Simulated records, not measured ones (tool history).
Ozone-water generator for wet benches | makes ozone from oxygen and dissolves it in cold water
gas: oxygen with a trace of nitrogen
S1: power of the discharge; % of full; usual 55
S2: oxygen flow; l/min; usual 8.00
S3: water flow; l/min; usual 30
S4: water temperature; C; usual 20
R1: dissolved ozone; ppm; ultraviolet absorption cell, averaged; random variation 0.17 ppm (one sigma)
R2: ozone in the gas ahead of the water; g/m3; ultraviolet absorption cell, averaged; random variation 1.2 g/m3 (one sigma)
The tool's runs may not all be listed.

run	hour	S1	S2	S3	S4	R1	R2
1	0.0	55	8.00	30	20	22.9	219.7
2	34.1	55	8.00	30	20	22.8	218.6
3	67.8	55	8.00	30	20	22.8	218.5
4	85.0	55	8.00	30	20	22.8	219.1
5	109.7	55	8.00	30	20	22.6	217.8
6	136.0	55	8.00	30	20	23.1	222.1
7	172.5	55	8.00	30	20	22.8	218.1
8	192.2	55	8.00	30	20	22.8	219.0
9	220.2	55	8.00	30	20	22.6	218.7
10	254.7	55	8.00	30	20	22.8	218.7
11	285.3	55	5.68	30	26	21.3	271.1
12	306.6	88	5.68	30	26	29.9	377.1
13	336.4	98	8.00	35	14	32.7	328.5

Measured less the same run without the tool's hidden state. The same run-to-run variation is in both; the gauge's scatter may not be:
The hidden state here: yield of the discharge, % of new electrodes'; contactor's efficiency, % of a clean one's; true water temperature over the reading, C; drift of the gauge itself on ozone_ppm, %; drift of the gauge itself on gas_g_m3, %.
run	R1	R2
1	-0.5	+0.5
2	-0.4	+0.4
3	-0.5	+0.2
4	-0.5	+0.1
5	-0.5	+0.1
6	-0.5	-0.1
7	-0.5	-0.2
8	-0.5	-0.4
9	-0.6	-0.4
10	-0.5	-0.6
11	-0.6	-0.9
12	-0.8	-2.0
13	-1.0	-2.1
